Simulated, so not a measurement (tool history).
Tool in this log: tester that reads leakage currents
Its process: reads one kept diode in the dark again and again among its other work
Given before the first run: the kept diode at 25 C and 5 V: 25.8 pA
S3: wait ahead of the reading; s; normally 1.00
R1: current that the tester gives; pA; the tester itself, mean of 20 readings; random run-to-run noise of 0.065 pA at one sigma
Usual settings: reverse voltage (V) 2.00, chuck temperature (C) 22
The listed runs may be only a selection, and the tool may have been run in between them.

Run 1, day 0.000: usual settings. Result: R1 14.92 pA.
Run 2, day 4.562: usual settings. Result: R1 15.07 pA.
Run 3, day 9.971: usual settings. Result: R1 15.40 pA.
Run 4, day 13.675: usual settings. Result: R1 15.60 pA.
Run 5, day 17.217: usual settings. Result: R1 15.97 pA.
Run 6, day 24.533: usual settings. Result: R1 16.30 pA.
Run 7, day 29.829: usual settings. Result: R1 16.63 pA.
Run 8, day 33.583: usual settings. Result: R1 17.02 pA.
Run 9, day 40.042: usual settings. Result: R1 17.41 pA.
Run 10, day 45.475: usual settings. Result: R1 17.78 pA.
Run 11, day 51.617: usual settings. Result: R1 18.14 pA.
Run 12, day 55.821: usual settings. Result: R1 18.48 pA.
Run 13, day 61.050: usual settings but chuck temperature (C) 32. Result: R1 40.47 pA.
Run 14, day 66.742: usual settings but chuck temperature (C) 32. Result: R1 41.06 pA.
At day 69.917: chuck's temperature calibrated.
Run 15, day 71.621: usual settings but reverse voltage (V) 1.86, chuck temperature (C) 32. Result: R1 34.79 pA.
Run 16, day 77.279: usual settings but S3 8.72 s. Result: R1 17.05 pA.
Run 17, day 81.504: usual settings but S3 8.72 s. Result: R1 17.25 pA.
Run 18, day 88.750: usual settings but S3 8.72 s. Result: R1 17.72 pA.
Run 19, day 93.092: usual settings. Result: R1 18.39 pA.
Run 20, day 100.583: usual settings. Result: R1 19.01 pA.
Run 21, day 108.004: usual settings. Result: R1 19.46 pA.
At day 109.338: probe card cleaned and baked.
Run 22, day 115.829: usual settings but reverse voltage (V) 4.05, chuck temperature (C) 26, S3 2.98 s. Result: R1 28.46 pA.
Run 23, day 120.729: usual settings but reverse voltage (V) 16.84, chuck temperature (C) 29. Result: R1 77.74 pA.
Run 24, day 124.992: usual settings but reverse voltage (V) 11.09, chuck temperature (C) 60, S3 5.68 s. Result: R1 700.42 pA.
Run 25, day 129.942: usual settings but reverse voltage (V) 6.23, chuck temperature (C) 43, S3 5.68 s. Result: R1 150.44 pA.
Run 26, day 136.433: usual settings but reverse voltage (V) 2.61, chuck temperature (C) 46, S3 0.43 s. Result: R1 130.33 pA.
At day 140.067: tester calibrated.
Run 27, day 141.375: usual settings but reverse voltage (V) 2.24, S3 0.30 s. Result: R1 19.18 pA.
Run 28, day 146.121: usual settings but reverse voltage (V) 4.93, chuck temperature (C) 27, S3 0.93 s. Result: R1 40.44 pA.
Run 29, day 150.171: usual settings but reverse voltage (V) 4.93, chuck temperature (C) 27, S3 0.93 s. Result: R1 40.86 pA.
Run 30, day 157.421: usual settings but chuck temperature (C) 20, S3 2.34 s. Result: R1 14.92 pA.
At day 160.592: chuck's temperature calibrated.
Run 31, day 161.883: usual settings but reverse voltage (V) 9.60, chuck temperature (C) 24, S3 3.82 s. Result: R1 42.25 pA.
Run 32, day 166.858: usual settings but reverse voltage (V) 1.08, chuck temperature (C) 49, S3 5.56 s. Result: R1 102.18 pA.
Run 33, day 172.179: usual settings but reverse voltage (V) 4.93, chuck temperature (C) 26, S3 5.56 s. Result: R1 34.90 pA.
Run 34, day 177.121: usual settings but reverse voltage (V) 4.93, chuck temperature (C) 26, S3 5.56 s. Result: R1 35.63 pA.
Run 35, day 181.988: usual settings but reverse voltage (V) 6.31, chuck temperature (C) 24, S3 1.34 s. Result: R1 37.38 pA.
Run 36, day 188.817: usual settings but reverse voltage (V) 10.35, chuck temperature (C) 27, S3 8.57 s. Result: R1 61.50 pA.
Run 37, day 195.975: usual settings but reverse voltage (V) 11.65, chuck temperature (C) 58. Result: R1 626.20 pA.
Run 38, day 203.121: usual settings but reverse voltage (V) 11.65, chuck temperature (C) 58. Result: R1 631.57 pA.
Run 39, day 209.062: usual settings but reverse voltage (V) 11.83, chuck temperature (C) 36, S3 0.48 s. Result: R1 137.80 pA.
Run 40, day 216.742: usual settings but reverse voltage (V) 11.83, chuck temperature (C) 36, S3 0.48 s. Result: R1 141.48 pA.

How would selected steps in R1 from run to run divide? Give the signed amount a tool lacking its hidden state would still show from settings, what came in and random variation, and the signed amount left for the hidden state, including any gauge scatter that is not in both of the compared results.
What the log doesn't record here: stray current of the dirty probe card, pA a volt; current scale over the true one, %; true chuck temperature over the reading, C; drift of the gauge itself on leakage_pa, %.
Run 23 -> 24: reverse voltage (V) 16.84 -> 11.09, chuck temperature (C) 29 -> 60, S3 1.00 -> 5.68. R1 +622.68 pA: hidden state +38.72, all else +583.96.
Run 24 -> 25: reverse voltage (V) 11.09 -> 6.23, chuck temperature (C) 60 -> 43. R1 -549.98 pA: hidden state -33.48, all else -516.50.
Run 36 -> 37: reverse voltage (V) 10.35 -> 11.65, chuck temperature (C) 27 -> 58, S3 8.57 -> 1.00. R1 +564.70 pA: hidden state +28.59, all else +536.11.

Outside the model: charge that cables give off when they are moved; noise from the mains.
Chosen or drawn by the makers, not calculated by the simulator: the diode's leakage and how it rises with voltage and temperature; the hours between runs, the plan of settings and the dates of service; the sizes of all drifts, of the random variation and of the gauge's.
